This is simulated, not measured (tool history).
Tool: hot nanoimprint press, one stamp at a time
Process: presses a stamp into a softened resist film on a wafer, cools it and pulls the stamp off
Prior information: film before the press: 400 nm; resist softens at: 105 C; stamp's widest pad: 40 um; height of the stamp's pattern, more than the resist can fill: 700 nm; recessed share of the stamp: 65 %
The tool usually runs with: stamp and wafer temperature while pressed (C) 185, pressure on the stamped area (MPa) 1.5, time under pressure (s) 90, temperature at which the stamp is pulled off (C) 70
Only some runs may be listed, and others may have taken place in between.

run	day	stamp and wafer temperature while pressed (C)	pressure on the stamped area (MPa)	time under pressure (s)	temperature at which the stamp is pulled off (C)	resist left under the stamp's widest pad (Å)	greatest force while the stamp is pulled off (N)
1	0	185	1.5	90	70	2245	172
2	0.704	185	1.5	165	70	1798	180
3	1.033	185	1.5	165	70	1796	176
4	1.721	185	0.96	90	70	2626	175
5	2.104	185	0.96	90	70	2604	183
6	2.529	185	1.5	90	58	2264	201
7	3.258	185	1.5	90	58	2289	201
8	3.688	185	1.5	90	58	2286	204
# day 3.983: stamp cleaned and given a new release coat
9	4.471	185	1.5	90	55	2286	159
10	5.258	185	1.5	90	55	2311	171
# day 5.433: plate thermocouple calibrated
11	5.783	185	1.5	90	55	2298	164
12	6.529	185	1.5	90	55	2324	170
13	7.075	185	1.5	90	70	2328	149
14	7.571	185	1.5	90	70	2344	145
15	7.908	185	1.5	90	70	2321	153
16	8.408	192	1.5	55	76	2071	137
# day 8.892: plate thermocouple calibrated, once more
17	9.129	186	1.5	121	70	1863	148
18	9.829	194	1.64	121	70	1216	144
19	10.533	195	1.2	90	76	1535	141
20	11.196	195	1.2	90	76	1531	144
21	11.838	193	1.2	154	62	1333	164
22	12.417	193	1.2	105	62	1596	165
23	13.221	193	1.2	105	62	1557	170
24	13.846	193	1.2	105	62	1561	172
25	14.204	174	2.13	90	62	2964	171
26	14.629	174	1.05	46	77	3675	146
27	15.025	174	1.05	163	61	3067	180
28	15.529	195	0.95	115	62	1522	171
29	16.112	194	1.5	157	70	1153	161
30	16.704	185	1.93	90	70	2004	161

Selected run-to-run steps in resist left under the stamp's widest pad (Å), each split into two signed amounts: the part the tool would show with no hidden state at all (from settings, incoming material and random variation), and the remainder, which goes to the hidden state together with any gauge scatter not common to the measured and the hidden-state-free results:
What the log doesn't record here: true temperature over the reading, C; pressure that arrives at the usual setting, %; grip of the stamp's worn release coat, % over a new coat's; drift of the gauge itself on residual_nm, %; drift of the gauge itself on pull_off_n, %.
Run 16 -> 17: stamp and wafer temperature while pressed (C) 192 -> 186, time under pressure (s) 55 -> 121, temperature at which the stamp is pulled off (C) 76 -> 70, plate thermocouple calibrated, once more. resist left under the stamp's widest pad (Å) -208: hidden state -167, all else -41.
Run 24 -> 25: stamp and wafer temperature while pressed (C) 193 -> 174, pressure on the stamped area (MPa) 1.2 -> 2.13, time under pressure (s) 105 -> 90. resist left under the stamp's widest pad (Å) +1403: hidden state +17, all else +1386.
Run 25 -> 26: pressure on the stamped area (MPa) 2.13 -> 1.05, time under pressure (s) 90 -> 46, temperature at which the stamp is pulled off (C) 62 -> 77. resist left under the stamp's widest pad (Å) +711: hidden state -25, all else +736.
Run 27 -> 28: stamp and wafer temperature while pressed (C) 174 -> 195, pressure on the stamped area (MPa) 1.05 -> 0.95, time under pressure (s) 163 -> 115, temperature at which the stamp is pulled off (C) 61 -> 62. resist left under the stamp's widest pad (Å) -1545: hidden state -3, all else -1542.
Run 29 -> 30: stamp and wafer temperature while pressed (C) 194 -> 185, pressure on the stamped area (MPa) 1.5 -> 1.93, time under pressure (s) 157 -> 90. resist left under the stamp's widest pad (Å) +851: hidden state +24, all else +827.
